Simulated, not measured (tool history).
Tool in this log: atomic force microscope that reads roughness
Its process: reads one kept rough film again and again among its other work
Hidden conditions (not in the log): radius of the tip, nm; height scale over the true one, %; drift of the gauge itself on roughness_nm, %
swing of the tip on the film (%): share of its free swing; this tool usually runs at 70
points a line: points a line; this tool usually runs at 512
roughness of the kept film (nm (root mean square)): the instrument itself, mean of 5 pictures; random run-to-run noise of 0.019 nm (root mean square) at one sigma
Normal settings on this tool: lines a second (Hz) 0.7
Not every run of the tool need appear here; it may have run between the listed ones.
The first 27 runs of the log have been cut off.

run	day	lines a second (Hz)	swing of the tip on the film (%)	points a line	pictures with this tip	hours of work since the height scale was calibrated	roughness of the kept film (nm (root mean square))
28	20.35	0.523	88	500	324	134	3.54
29	20.904	2.557	88	500	340	144	3.021
30	21.875	1.488	70	419	369	160	3.393
31	22.846	1.488	58	419	397	176	3.44
# day 23: new tip fitted
32	23.917	0.559	70	306	27	193	4.336
33	24.75	3.171	79	306	52	207	3.758
34	25.733	3.171	79	306	81	223	3.667
35	26.65	0.763	70	381	108	238	4.096
36	27.654	0.612	70	363	138	255	4
37	28.467	0.612	70	363	162	269	3.955

Alternative continuations, all from the tool just after run 37; predict every row:
A	29.217	0.7	70	905	184	281	?
B	29.217	0.7	70	643	184	281	?
C	29.217	2.187	70	382	184	281	?

run	roughness of the kept film (nm (root mean square))
A	3.922
B	3.894
C	3.702
What these runs would have given with no unlogged condition in the tool:
run	roughness of the kept film (nm (root mean square))
A	4.557
B	4.524
C	4.301
